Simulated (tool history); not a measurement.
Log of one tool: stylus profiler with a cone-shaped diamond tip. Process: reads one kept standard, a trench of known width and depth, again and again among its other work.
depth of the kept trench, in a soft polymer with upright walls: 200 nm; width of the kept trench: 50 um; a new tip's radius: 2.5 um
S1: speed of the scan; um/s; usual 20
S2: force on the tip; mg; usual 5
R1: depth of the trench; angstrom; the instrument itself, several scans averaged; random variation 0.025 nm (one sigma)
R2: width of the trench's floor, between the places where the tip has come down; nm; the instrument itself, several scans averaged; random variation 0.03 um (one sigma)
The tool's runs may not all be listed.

{"run": 1, "hour": 0.0, "S1": 20, "S2": 5, "R1": 2026, "R2": 47910}
{"run": 2, "hour": 34.2, "S1": 20, "S2": 5, "R1": 2025.8, "R2": 47850}
{"run": 3, "hour": 75.2, "S1": 20, "S2": 5, "R1": 2026.4, "R2": 47840}
{"run": 4, "hour": 109.5, "S1": 20, "S2": 5, "R1": 2026.2, "R2": 47930}
{"run": 5, "hour": 135.9, "S1": 20, "S2": 5, "R1": 2026.3, "R2": 47800}
{"run": 6, "hour": 184.6, "S1": 20, "S2": 5, "R1": 2025.9, "R2": 47820}
{"run": 7, "hour": 227.6, "S1": 20, "S2": 5, "R1": 2026.1, "R2": 47840}
{"run": 8, "hour": 260.3, "S1": 20, "S2": 5, "R1": 2026, "R2": 47790}
{"run": 9, "hour": 308.7, "S1": 20, "S2": 5, "R1": 2026.9, "R2": 47780}
{"hour": 315.0, "done": "height scale calibrated on a step standard"}
{"run": 10, "hour": 349.8, "S1": 21, "S2": 5, "R1": 2027, "R2": 47780}
{"run": 11, "hour": 379.3, "S1": 20, "S2": 2.73, "R1": 2017.9, "R2": 47750}
{"run": 12, "hour": 435.8, "S1": 20, "S2": 2.73, "R1": 2018.3, "R2": 47730}
{"run": 13, "hour": 492.7, "S1": 8, "S2": 5, "R1": 2027.4, "R2": 47770}
{"run": 14, "hour": 520.8, "S1": 25, "S2": 6.84, "R1": 2033, "R2": 47770}
{"run": 15, "hour": 574.1, "S1": 7, "S2": 5, "R1": 2026.9, "R2": 47720}
{"run": 16, "hour": 605.6, "S1": 55, "S2": 10.22, "R1": 2043.2, "R2": 47670}
{"run": 17, "hour": 660.7, "S1": 16, "S2": 1.74, "R1": 2014.4, "R2": 47640}
{"hour": 673.1, "done": "height scale calibrated on a step standard, once more"}
{"run": 18, "hour": 694.4, "S1": 16, "S2": 1.74, "R1": 2014.1, "R2": 47710}
{"run": 19, "hour": 722.7, "S1": 16, "S2": 3.23, "R1": 2020.9, "R2": 47670}
{"run": 20, "hour": 761.7, "S1": 20, "S2": 3.34, "R1": 2021.2, "R2": 47650}
{"run": 21, "hour": 823.5, "S1": 30, "S2": 14.67, "R1": 2054.5, "R2": 47640}
{"run": 22, "hour": 878.8, "S1": 20, "S2": 7.6, "R1": 2035.5, "R2": 47640}
{"run": 23, "hour": 941.2, "S1": 24, "S2": 10.46, "R1": 2043.5, "R2": 47640}
{"run": 24, "hour": 993.1, "S1": 19, "S2": 1.7, "R1": 2014.5, "R2": 47600}
{"run": 25, "hour": 1030.5, "S1": 9, "S2": 12.39, "R1": 2049.5, "R2": 47540}

5 ways to go on from here, each from the tool as it stands after run 25. What would each give?
{"run": "A", "hour": 1071.7, "S1": 9, "S2": 6.83, "R1": "?", "R2": "?"}
{"run": "B", "hour": 1071.7, "S1": 7, "S2": 6.45, "R1": "?", "R2": "?"}
{"run": "C", "hour": 1071.7, "S1": 75, "S2": 2.93, "R1": "?", "R2": "?"}
{"run": "D", "hour": 1071.7, "S1": 22, "S2": 5.62, "R1": "?", "R2": "?"}
{"run": "E", "hour": 1071.7, "S1": 16, "S2": 12.39, "R1": "?", "R2": "?"}

run=A R1=2033.5 R2=47590
run=B R1=2033 R2=47630
run=C R1=2019.9 R2=47410
run=D R1=2029.7 R2=47580
run=E R1=2049.4 R2=47610
Without the tool's hidden state the same runs would have given:
run=A R1=2031.4 R2=47990
run=B R1=2030.8 R2=48040
run=C R1=2017.8 R2=47820
run=D R1=2027.6 R2=47990
run=E R1=2047.2 R2=48010
